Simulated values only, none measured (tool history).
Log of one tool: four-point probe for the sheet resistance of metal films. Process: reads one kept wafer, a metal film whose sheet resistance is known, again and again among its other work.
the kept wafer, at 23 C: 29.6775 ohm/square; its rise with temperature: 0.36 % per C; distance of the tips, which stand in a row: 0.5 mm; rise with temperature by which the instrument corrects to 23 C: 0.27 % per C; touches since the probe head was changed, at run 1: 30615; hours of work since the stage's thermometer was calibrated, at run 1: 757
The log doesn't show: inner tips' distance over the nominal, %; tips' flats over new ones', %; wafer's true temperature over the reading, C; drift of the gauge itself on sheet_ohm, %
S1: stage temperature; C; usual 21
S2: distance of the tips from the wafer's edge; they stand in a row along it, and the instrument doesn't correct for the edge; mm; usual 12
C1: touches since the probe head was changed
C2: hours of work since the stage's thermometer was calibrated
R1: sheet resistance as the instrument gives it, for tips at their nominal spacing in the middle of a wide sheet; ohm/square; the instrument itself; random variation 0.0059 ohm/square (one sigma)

run   hour  S1  S2     C1    C2         R1
  1    0.0  21  12  30615   757  29.630476
  2   29.3  21  12  32067   781  29.636448
  3   42.5  21  12  32724   791  29.630422
  4   68.0  21  12  33990   811  29.635306
  5   89.0  21  12  35033   828  29.634028
  6  108.5  24  12  35998   844  29.722349
  7  126.3  24  12  36882   858  29.720944
  8  139.8  24  12  37552   868  29.707560
  9  160.4  24  12  38575   885  29.708123
 10  191.0  21  12  40094   909  29.627875
 11  221.0  21  12  41585   933  29.621619
 12  246.3  21  12  42837   953  29.619726
 13  271.6  21  12  44096   973  29.632879
 14  286.8  21  12  44847   985  29.613600
 15  302.0  21  12  45603   997  29.626635
 16  321.8  21  12  46587  1013  29.614105
 17  335.4  26  12  47262  1024  29.753631
 18  354.2  26  12  48193  1039  29.747709
 19  376.9  21  12  49318  1057  29.606411
 20  396.3  21  12  50282  1072  29.608310
 21  413.8  21  12  51154  1086  29.596421
     415.6  -- stage's thermometer calibrated
 22  435.6  21  29  52211    16  29.605945
 23  461.5  21  12  53494    36  29.624805
     478.4  -- stage's thermometer calibrated, once more
 24  490.2  21  12  54894     9  29.581455
 25  514.1  27  12  56080    28  29.750446
 26  544.7  27  12  57598    53  29.746552
 27  564.0  19   9  58556    68  29.548678
 28  587.0  28   7  59701    86  29.822999
 29  602.7  21   4  60477    99  29.800728
 30  632.9  21   4  61976   123  29.803839
 31  645.9  21  41  62624   133  29.544253
 32  660.8  28   6  63364   145  29.853987
 33  684.5  22   3  64535   164  30.013898
 34  698.1  27  36  65213   175  29.707665
 35  718.9  24  20  66247   191  29.630123
 36  731.7  24  20  66882   201  29.637460
 37  746.6  24  20  67620   213  29.640148
 38  777.4  35  20  69147   238  29.918171
 39  793.4  35  20  69940   250  29.916703
 40  815.4  25  21  71032   268  29.655512
 41  830.4  29  23  71779   280  29.757866
 42  843.5  21  38  72428   290  29.548585
 43  869.5  29   6  73717   311  29.870561
 44  885.7  29   6  74525   324  29.857598
 45  909.9  18  39  75726   343  29.460752

Forecast each of these 4 alternatives for the next run:
  A  926.6  28  12  76552  356   ?
  B  926.6  20  14  76552  356   ?
  C  926.6  18  61  76552  356   ?
  D  926.6  27   6  76552  356   ?

run         R1
  A  29.744485
  B  29.529397
  C  29.450624
  D  29.804058
Without the tool's hidden state the same runs would have given:
run         R1
  A  29.837575
  B  29.621461
  C  29.542355
  D  29.897269
